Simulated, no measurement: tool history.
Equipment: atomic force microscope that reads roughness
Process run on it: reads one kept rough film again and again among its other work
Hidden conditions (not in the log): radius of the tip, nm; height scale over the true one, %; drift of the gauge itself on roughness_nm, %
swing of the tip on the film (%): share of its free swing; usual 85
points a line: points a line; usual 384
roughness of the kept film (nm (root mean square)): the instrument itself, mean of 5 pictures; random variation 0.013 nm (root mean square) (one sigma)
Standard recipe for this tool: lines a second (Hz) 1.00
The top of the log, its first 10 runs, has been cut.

run	day	lines a second (Hz)	swing of the tip on the film (%)	points a line	pictures with this tip	hours of work since the height scale was calibrated	roughness of the kept film (nm (root mean square))
11	10.971	1.00	85	384	234	569	2.944
12	12.171	1.00	85	384	270	590	2.893
13	13.125	1.00	85	384	299	608	2.879
14	14.454	1.00	85	384	339	632	2.829
# day 15.558: new tip fitted
15	16.021	1.00	85	419	14	660	3.128
16	17.050	1.00	85	419	45	678	3.077
17	18.017	1.00	85	384	74	696	3.050
18	18.842	1.00	85	384	99	711	3.020
19	19.742	0.82	57	641	126	727	3.251
20	21.025	0.90	67	384	165	750	3.138
21	22.271	0.75	60	813	203	773	3.171
22	23.146	1.19	85	911	229	789	2.898
23	24.817	1.00	90	384	279	819	2.803
24	26.042	0.82	82	884	317	841	2.934
25	27.125	1.03	70	884	349	861	2.975
# day 27.888: new tip fitted
26	28.246	1.73	85	279	10	881	2.894
27	29.358	1.67	58	783	44	901	3.281
28	30.729	3.24	79	395	86	926	2.716
29	31.917	3.24	79	395	121	947	2.661
30	32.725	0.65	79	390	146	962	3.138
31	33.967	1.23	60	598	183	984	3.148
32	35.138	1.23	60	598	219	1006	3.122
33	36.292	1.23	56	598	253	1027	3.112
34	37.600	1.23	56	598	293	1050	3.066
35	38.362	0.57	63	453	316	1064	3.069

Branching from run 35: 5 alternative next runs. What would each branch give?
A	39.450	3.92	80	744	349	1084	?
B	39.450	1.43	85	453	349	1084	?
C	39.450	1.00	70	384	349	1084	?
D	39.450	0.57	73	611	349	1084	?
E	39.450	0.64	65	547	349	1084	?

run	roughness of the kept film (nm (root mean square))
A	2.406
B	2.743
C	2.956
D	3.010
E	3.027
Had the tool no hidden state, the same runs would have come out as:
run	roughness of the kept film (nm (root mean square))
A	2.686
B	3.062
C	3.300
D	3.360
E	3.379

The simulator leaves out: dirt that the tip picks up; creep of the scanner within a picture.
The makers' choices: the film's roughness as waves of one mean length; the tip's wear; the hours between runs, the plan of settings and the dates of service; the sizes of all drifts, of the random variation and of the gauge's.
